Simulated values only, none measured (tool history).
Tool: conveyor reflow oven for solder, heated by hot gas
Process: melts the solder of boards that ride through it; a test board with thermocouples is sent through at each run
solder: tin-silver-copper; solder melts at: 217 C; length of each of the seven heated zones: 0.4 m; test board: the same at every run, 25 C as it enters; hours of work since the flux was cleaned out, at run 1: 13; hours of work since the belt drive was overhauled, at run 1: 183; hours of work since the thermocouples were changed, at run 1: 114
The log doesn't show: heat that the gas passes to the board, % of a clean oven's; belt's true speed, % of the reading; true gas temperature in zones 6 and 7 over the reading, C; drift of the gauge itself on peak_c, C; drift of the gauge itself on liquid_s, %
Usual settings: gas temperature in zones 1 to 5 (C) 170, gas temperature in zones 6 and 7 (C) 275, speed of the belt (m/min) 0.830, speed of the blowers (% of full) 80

run,day,gas temperature in zones 1 to 5 (C),gas temperature in zones 6 and 7 (C),speed of the belt (m/min),speed of the blowers (% of full),hours of work since the flux was cleaned out,hours of work since the belt drive was overhauled,hours of work since the thermocouples were changed,highest temperature of the board (C),time above the solder's melting point (s)
1,0.000,170,275,0.830,80,13,183,114,260.5,46.3
2,1.067,170,275,0.830,80,26,196,127,259.8,46.0
3,2.025,170,275,0.852,80,37,207,138,259.7,44.2
4,3.029,170,275,0.852,80,49,219,150,259.4,44.9
5,3.879,170,275,0.852,80,59,229,160,259.2,44.4
6,4.500,170,275,0.852,80,66,236,167,259.5,44.4
7,5.325,170,275,0.852,80,76,246,177,259.3,44.3
8,6.708,170,275,0.852,80,92,262,193,259.5,45.0
9,8.071,170,275,0.830,80,108,278,209,260.4,46.3
10,9.092,170,275,0.830,80,121,290,221,260.0,45.6
11,10.029,170,275,0.830,80,132,302,232,259.5,46.0
12,11.250,170,275,0.830,80,146,316,247,260.0,45.7
13,12.512,170,275,0.830,80,161,331,262,260.6,46.2
14,13.467,170,275,0.866,80,172,342,273,257.6,43.2
15,14.100,169,264,0.686,64,180,349,280,252.9,51.8
16,15.250,169,264,0.686,64,193,363,294,252.3,52.1
17,16.192,169,264,0.686,64,204,374,305,252.2,51.8
18,17.450,158,281,0.728,57,219,389,320,262.0,50.5
19,18.275,158,281,0.728,57,229,399,330,262.0,49.8
20,19.600,177,265,0.944,50,244,414,345,239.4,28.6
# day 20.738: flux residue cleaned out of gas plates and filters
21,21.054,155,265,0.944,71,4,429,360,243.2,28.5
22,21.696,170,270,0.830,62,11,437,367,252.9,42.3
23,22.442,170,270,0.830,62,20,445,376,252.7,42.4
24,23.600,170,270,0.830,62,34,459,390,253.1,42.3

3 ways to go on from here, each from the tool as it stands after run 24. What would each give?
A,24.775,171,270,0.830,80,48,473,404,?,?
B,24.775,170,266,0.720,89,48,473,404,?,?
C,24.775,183,277,0.830,72,48,473,404,?,?

run,highest temperature of the board (C),time above the solder's melting point (s)
A,257.1,45.1
B,258.2,54.1
C,263.0,51.1
Without the tool's hidden state the same runs would have given:
run,highest temperature of the board (C),time above the solder's melting point (s)
A,256.0,44.4
B,257.0,53.3
C,261.9,50.4

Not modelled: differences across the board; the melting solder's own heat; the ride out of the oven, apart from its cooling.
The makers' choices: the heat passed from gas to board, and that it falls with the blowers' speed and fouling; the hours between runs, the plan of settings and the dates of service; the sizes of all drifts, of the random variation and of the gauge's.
